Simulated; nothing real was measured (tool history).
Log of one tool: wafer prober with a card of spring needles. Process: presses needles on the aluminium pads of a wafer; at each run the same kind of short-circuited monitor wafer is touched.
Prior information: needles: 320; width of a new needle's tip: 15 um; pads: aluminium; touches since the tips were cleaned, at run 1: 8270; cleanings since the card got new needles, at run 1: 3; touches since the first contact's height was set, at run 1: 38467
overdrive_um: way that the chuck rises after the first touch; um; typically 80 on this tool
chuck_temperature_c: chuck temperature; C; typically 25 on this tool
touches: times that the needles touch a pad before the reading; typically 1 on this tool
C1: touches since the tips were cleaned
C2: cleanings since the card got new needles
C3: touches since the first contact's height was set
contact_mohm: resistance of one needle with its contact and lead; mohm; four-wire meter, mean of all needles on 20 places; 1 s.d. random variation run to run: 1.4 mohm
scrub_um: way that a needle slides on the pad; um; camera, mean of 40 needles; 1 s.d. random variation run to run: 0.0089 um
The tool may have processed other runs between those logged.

{"run": 1, "hour": 0.0, "overdrive_um": 80, "chuck_temperature_c": 25, "touches": 1, "C1": 8270, "C2": 3, "C3": 38467, "contact_mohm": 165, "scrub_um": 19.708}
{"hour": 1.5, "done": "tips cleaned on abrasive film"}
{"run": 2, "hour": 8.9, "overdrive_um": 80, "chuck_temperature_c": 25, "touches": 1, "C1": 3536, "C2": 4, "C3": 42663, "contact_mohm": 156, "scrub_um": 19.677}
{"run": 3, "hour": 13.3, "overdrive_um": 80, "chuck_temperature_c": 25, "touches": 1, "C1": 5631, "C2": 4, "C3": 44758, "contact_mohm": 160, "scrub_um": 19.67}
{"run": 4, "hour": 18.0, "overdrive_um": 80, "chuck_temperature_c": 25, "touches": 1, "C1": 7882, "C2": 4, "C3": 47009, "contact_mohm": 160, "scrub_um": 19.678}
{"hour": 19.8, "done": "tips cleaned on abrasive film"}
{"run": 5, "hour": 26.3, "overdrive_um": 80, "chuck_temperature_c": 25, "touches": 1, "C1": 3122, "C2": 5, "C3": 50935, "contact_mohm": 150, "scrub_um": 19.663}
{"hour": 27.6, "done": "height of the first contact set anew"}
{"run": 6, "hour": 35.2, "overdrive_um": 80, "chuck_temperature_c": 25, "touches": 1, "C1": 7217, "C2": 5, "C3": 3649, "contact_mohm": 163, "scrub_um": 19.6}
{"hour": 38.8, "done": "tips cleaned on abrasive film"}
{"run": 7, "hour": 44.2, "overdrive_um": 80, "chuck_temperature_c": 25, "touches": 1, "C1": 2593, "C2": 6, "C3": 7874, "contact_mohm": 147, "scrub_um": 19.579}
{"hour": 49.8, "done": "height of the first contact set anew, once more"}
{"run": 8, "hour": 49.8, "overdrive_um": 80, "chuck_temperature_c": 25, "touches": 1, "C1": 5114, "C2": 6, "C3": 0, "contact_mohm": 156, "scrub_um": 19.774}
{"run": 9, "hour": 55.1, "overdrive_um": 64, "chuck_temperature_c": 51, "touches": 1, "C1": 7632, "C2": 6, "C3": 2518, "contact_mohm": 178, "scrub_um": 15.822}
{"hour": 57.7, "done": "tips cleaned on abrasive film"}
{"run": 10, "hour": 60.9, "overdrive_um": 80, "chuck_temperature_c": 69, "touches": 1, "C1": 1507, "C2": 7, "C3": 5241, "contact_mohm": 150, "scrub_um": 19.749}
{"run": 11, "hour": 67.8, "overdrive_um": 80, "chuck_temperature_c": 69, "touches": 1, "C1": 4798, "C2": 7, "C3": 8532, "contact_mohm": 163, "scrub_um": 19.762}
{"hour": 76.3, "done": "tips cleaned on abrasive film"}
{"run": 12, "hour": 76.5, "overdrive_um": 80, "chuck_temperature_c": 25, "touches": 3, "C1": 105, "C2": 8, "C3": 12665, "contact_mohm": 131, "scrub_um": 19.737}

Run 13 is up next; what results do you expect?
{"run": 13, "hour": 85.0, "overdrive_um": 85, "chuck_temperature_c": 121, "touches": 2, "C1": 4149, "C2": 8, "C3": 16709, "contact_mohm": "?", "scrub_um": "?"}

contact_mohm: 155 mohm
scrub_um: 20.969 um
On a tool with no hidden condition, and with the same random variation, this run would have come out at contact_mohm 143 mohm, scrub_um 21.018 um.
